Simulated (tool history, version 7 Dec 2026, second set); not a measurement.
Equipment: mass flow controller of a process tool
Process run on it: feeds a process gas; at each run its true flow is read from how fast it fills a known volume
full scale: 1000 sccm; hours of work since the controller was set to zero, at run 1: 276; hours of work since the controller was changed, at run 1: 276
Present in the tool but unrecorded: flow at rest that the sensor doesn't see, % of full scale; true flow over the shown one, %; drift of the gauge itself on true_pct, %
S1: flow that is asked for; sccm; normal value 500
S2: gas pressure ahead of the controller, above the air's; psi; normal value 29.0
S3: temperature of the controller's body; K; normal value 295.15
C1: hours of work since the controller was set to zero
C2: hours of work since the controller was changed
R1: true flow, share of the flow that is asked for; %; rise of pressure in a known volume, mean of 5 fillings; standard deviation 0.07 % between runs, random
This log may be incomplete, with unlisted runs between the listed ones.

run	hour	S1	S2	S3	C1	C2	R1
1	0.0	500	29.0	295.15	276	276	98.18
2	456.1	500	29.0	295.15	631	631	97.96
3	883.2	500	29.0	295.15	964	964	98.13
4	1222.2	500	23.4	295.15	1228	1228	98.12
5	1647.9	500	23.4	295.15	1559	1559	98.22
6	1902.6	500	29.0	295.15	1758	1758	97.86
7	2188.5	500	29.0	295.15	1980	1980	97.91
8	2503.3	682	29.0	307.15	2226	2226	99.71
9	2719.0	317	20.6	295.15	2394	2394	97.66
10	3165.9	317	20.6	295.15	2742	2742	97.55
11	3576.2	192	30.6	295.15	3061	3061	96.74

4 ways to go on from here, each from the tool as it stands after run 11. What would each give?
A	3772.5	266	30.6	295.15	3214	3214	?
B	3772.5	218	30.6	295.15	3214	3214	?
C	3772.5	841	30.6	298.15	3214	3214	?
D	3772.5	254	29.0	294.15	3214	3214	?

run	R1
A	96.87
B	96.65
C	98.84
D	96.68
The same runs, with their run-to-run variation unchanged, on a tool lacking any hidden condition would have given:
run	R1
A	97.48
B	97.26
C	99.46
D	97.29
